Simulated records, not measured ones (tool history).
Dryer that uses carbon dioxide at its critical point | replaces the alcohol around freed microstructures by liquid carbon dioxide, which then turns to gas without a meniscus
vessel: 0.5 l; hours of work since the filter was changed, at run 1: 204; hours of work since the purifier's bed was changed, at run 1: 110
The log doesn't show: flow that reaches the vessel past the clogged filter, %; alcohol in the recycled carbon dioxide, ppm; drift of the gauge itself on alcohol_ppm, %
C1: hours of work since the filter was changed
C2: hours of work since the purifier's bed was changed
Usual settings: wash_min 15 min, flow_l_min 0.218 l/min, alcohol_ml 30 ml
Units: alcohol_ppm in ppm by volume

run 1 day=0 | wash_min=15 flow_l_min=0.218 alcohol_ml=30 | C1=204 C2=110 | alcohol_ppm=651
run 2 day=0.271 | wash_min=20 flow_l_min=0.218 alcohol_ml=30 | C1=207 C2=114 | alcohol_ppm=159
run 3 day=0.483 | wash_min=20 flow_l_min=0.218 alcohol_ml=30 | C1=210 C2=117 | alcohol_ppm=157
run 4 day=0.842 | wash_min=18 flow_l_min=0.218 alcohol_ml=30 | C1=215 C2=121 | alcohol_ppm=279
run 5 day=1.142 | wash_min=18 flow_l_min=0.218 alcohol_ml=30 | C1=219 C2=125 | alcohol_ppm=276
run 6 day=1.317 | wash_min=18 flow_l_min=0.218 alcohol_ml=30 | C1=221 C2=128 | alcohol_ppm=291
run 7 day=1.621 | wash_min=17 flow_l_min=0.218 alcohol_ml=30 | C1=225 C2=132 | alcohol_ppm=395
run 8 day=1.8 | wash_min=17 flow_l_min=0.218 alcohol_ml=30 | C1=227 C2=134 | alcohol_ppm=400
-- day=1.942 inlet filter changed
run 9 day=2.171 | wash_min=15 flow_l_min=0.218 alcohol_ml=34 | C1=3 C2=138 | alcohol_ppm=393
run 10 day=2.533 | wash_min=23 flow_l_min=0.218 alcohol_ml=30 | C1=8 C2=143 | alcohol_ppm=41
run 11 day=2.804 | wash_min=15 flow_l_min=0.218 alcohol_ml=30 | C1=11 C2=147 | alcohol_ppm=356
run 12 day=3.046 | wash_min=15 flow_l_min=0.218 alcohol_ml=30 | C1=14 C2=150 | alcohol_ppm=363
run 13 day=3.262 | wash_min=15 flow_l_min=0.218 alcohol_ml=30 | C1=17 C2=152 | alcohol_ppm=360
run 14 day=3.633 | wash_min=20 flow_l_min=0.218 alcohol_ml=30 | C1=22 C2=157 | alcohol_ppm=94
run 15 day=4.017 | wash_min=20 flow_l_min=0.218 alcohol_ml=30 | C1=27 C2=162 | alcohol_ppm=84
run 16 day=4.267 | wash_min=20 flow_l_min=0.218 alcohol_ml=30 | C1=30 C2=166 | alcohol_ppm=90
run 17 day=4.45 | wash_min=15 flow_l_min=0.218 alcohol_ml=35 | C1=33 C2=168 | alcohol_ppm=452
run 18 day=4.783 | wash_min=15 flow_l_min=0.218 alcohol_ml=35 | C1=37 C2=172 | alcohol_ppm=449
run 19 day=5 | wash_min=15 flow_l_min=0.218 alcohol_ml=35 | C1=40 C2=175 | alcohol_ppm=458
run 20 day=5.317 | wash_min=15 flow_l_min=0.152 alcohol_ml=35 | C1=44 C2=179 | alcohol_ppm=2333
run 21 day=5.621 | wash_min=15 flow_l_min=0.152 alcohol_ml=32 | C1=48 C2=183 | alcohol_ppm=2170
run 22 day=5.883 | wash_min=15 flow_l_min=0.218 alcohol_ml=30 | C1=51 C2=187 | alcohol_ppm=418
run 23 day=6.25 | wash_min=15 flow_l_min=0.357 alcohol_ml=30 | C1=56 C2=191 | alcohol_ppm=29
run 24 day=6.404 | wash_min=15 flow_l_min=0.357 alcohol_ml=30 | C1=58 C2=193 | alcohol_ppm=41
run 25 day=6.742 | wash_min=19 flow_l_min=0.168 alcohol_ml=30 | C1=63 C2=198 | alcohol_ppm=540
run 26 day=6.921 | wash_min=15 flow_l_min=0.239 alcohol_ml=50 | C1=65 C2=200 | alcohol_ppm=420
run 27 day=7.129 | wash_min=15 flow_l_min=0.239 alcohol_ml=50 | C1=68 C2=203 | alcohol_ppm=423
run 28 day=7.512 | wash_min=15 flow_l_min=0.188 alcohol_ml=39 | C1=73 C2=208 | alcohol_ppm=1158
run 29 day=7.788 | wash_min=11 flow_l_min=0.186 alcohol_ml=82 | C1=76 C2=212 | alcohol_ppm=7649
run 30 day=8 | wash_min=15 flow_l_min=0.245 alcohol_ml=42 | C1=79 C2=214 | alcohol_ppm=332
run 31 day=8.233 | wash_min=13 flow_l_min=0.271 alcohol_ml=27 | C1=82 C2=217 | alcohol_ppm=258
run 32 day=8.492 | wash_min=13 flow_l_min=0.271 alcohol_ml=27 | C1=85 C2=221 | alcohol_ppm=263
run 33 day=8.721 | wash_min=13 flow_l_min=0.271 alcohol_ml=27 | C1=88 C2=224 | alcohol_ppm=267
run 34 day=9.021 | wash_min=15 flow_l_min=0.259 alcohol_ml=22 | C1=92 C2=228 | alcohol_ppm=148
run 35 day=9.35 | wash_min=15 flow_l_min=0.259 alcohol_ml=30 | C1=97 C2=232 | alcohol_ppm=188
run 36 day=9.7 | wash_min=15 flow_l_min=0.259 alcohol_ml=30 | C1=101 C2=236 | alcohol_ppm=192
run 37 day=10.067 | wash_min=15 flow_l_min=0.202 alcohol_ml=30 | C1=106 C2=241 | alcohol_ppm=702
run 38 day=10.404 | wash_min=11 flow_l_min=0.202 alcohol_ml=25 | C1=110 C2=246 | alcohol_ppm=1917
run 39 day=10.592 | wash_min=20 flow_l_min=0.196 alcohol_ml=38 | C1=113 C2=248 | alcohol_ppm=279
run 40 day=10.896 | wash_min=20 flow_l_min=0.196 alcohol_ml=38 | C1=117 C2=252 | alcohol_ppm=289
run 41 day=11.271 | wash_min=11 flow_l_min=0.19 alcohol_ml=79 | C1=122 C2=257 | alcohol_ppm=7491
run 42 day=11.608 | wash_min=11 flow_l_min=0.19 alcohol_ml=79 | C1=126 C2=261 | alcohol_ppm=7737
run 43 day=11.988 | wash_min=11 flow_l_min=0.19 alcohol_ml=79 | C1=131 C2=266 | alcohol_ppm=7532
run 44 day=12.246 | wash_min=10 flow_l_min=0.19 alcohol_ml=118 | C1=134 C2=270 | alcohol_ppm=15677
run 45 day=12.529 | wash_min=15 flow_l_min=0.364 alcohol_ml=25 | C1=138 C2=273 | alcohol_ppm=45

4 ways to go on from here, each from the tool as it stands after run 45. What would each give?
run A day=12.833 | wash_min=16 flow_l_min=0.218 alcohol_ml=30 | C1=142 C2=277 | alcohol_ppm=?
run B day=12.833 | wash_min=12 flow_l_min=0.168 alcohol_ml=36 | C1=142 C2=277 | alcohol_ppm=?
run C day=12.833 | wash_min=15 flow_l_min=0.218 alcohol_ml=51 | C1=142 C2=277 | alcohol_ppm=?
run D day=12.833 | wash_min=15 flow_l_min=0.221 alcohol_ml=26 | C1=142 C2=277 | alcohol_ppm=?

run=A alcohol_ppm=423
run=B alcohol_ppm=4103
run=C alcohol_ppm=904
run=D alcohol_ppm=455
Without the tool's hidden state the same runs would have given:
run=A alcohol_ppm=239
run=B alcohol_ppm=3052
run=C alcohol_ppm=544
run=D alcohol_ppm=264

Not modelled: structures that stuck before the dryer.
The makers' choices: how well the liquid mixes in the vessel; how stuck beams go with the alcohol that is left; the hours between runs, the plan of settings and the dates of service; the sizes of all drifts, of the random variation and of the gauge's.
